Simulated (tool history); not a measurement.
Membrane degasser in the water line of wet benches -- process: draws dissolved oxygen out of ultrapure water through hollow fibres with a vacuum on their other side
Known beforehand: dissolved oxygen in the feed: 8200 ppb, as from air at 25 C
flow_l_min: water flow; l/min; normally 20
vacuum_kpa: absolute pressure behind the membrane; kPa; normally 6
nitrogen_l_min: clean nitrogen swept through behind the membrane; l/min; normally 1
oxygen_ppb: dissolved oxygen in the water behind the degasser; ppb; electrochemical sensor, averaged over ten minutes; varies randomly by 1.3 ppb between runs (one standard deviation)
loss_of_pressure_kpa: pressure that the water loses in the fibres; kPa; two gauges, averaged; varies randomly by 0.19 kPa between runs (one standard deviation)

run	hour	flow_l_min	vacuum_kpa	nitrogen_l_min	oxygen_ppb	loss_of_pressure_kpa
1	0	20	6	1	127.2	36.93
2	52.3	20	6	1	127.1	36.92
3	89.5	14	6	1	90	25.79
4	162.7	14	6	1	89.9	26.04
5	203.9	20	6	1	126.5	37.04
6	281.9	20	6	1	126.8	37.27
7	319.3	20	6	1	126.2	37.28
8	393.3	20	6	1	125.3	37.32
9	449.5	20	6	1	123.7	37.33
10	504.7	20	6	0.48	226.8	37.41
11	544.8	20	6	0.48	229.9	37.45
12	605.5	20	6	0.48	234.2	37.65
13	656.4	20	6	0.48	229.8	37.54
14	716.7	14	6	1	90.8	26.07
15	770.3	14	12.11	1.46	194.9	26.47
16	822.1	14	12.11	1.46	199.2	26.21
17	873.7	14	12.11	1.46	201.1	26.54
18	959.4	20	4.71	1	68.4	37.8
19	1006.6	25	8.4	0.86	320	47.48
# hour 1019.2: gauge calibrated
20	1084	25	8.4	0.86	314.1	46.09
21	1128.5	17	4.62	0.41	117.1	31.14
22	1194	17	4.62	0.41	116.8	31.29
23	1242.7	17	4.62	0.41	117	31.55
24	1317.7	20	13.59	0.41	893.3	37.11
25	1373.3	20	7.91	1.9	116.7	37.41

Here are 3 independent what-if runs from the current tool condition. What would each one return?
A	1459.2	20	7.91	1.96	?	?
B	1459.2	19	13.65	0.81	?	?
C	1459.2	19	14.29	0.5	?	?

run	oxygen_ppb	loss_of_pressure_kpa
A	114.7	37.36
B	510.9	35.53
C	786.5	35.37
With no hidden state in the tool, these same runs would have given:
run	oxygen_ppb	loss_of_pressure_kpa
A	114.6	36.94
B	510.8	35.13
C	786.3	34.98
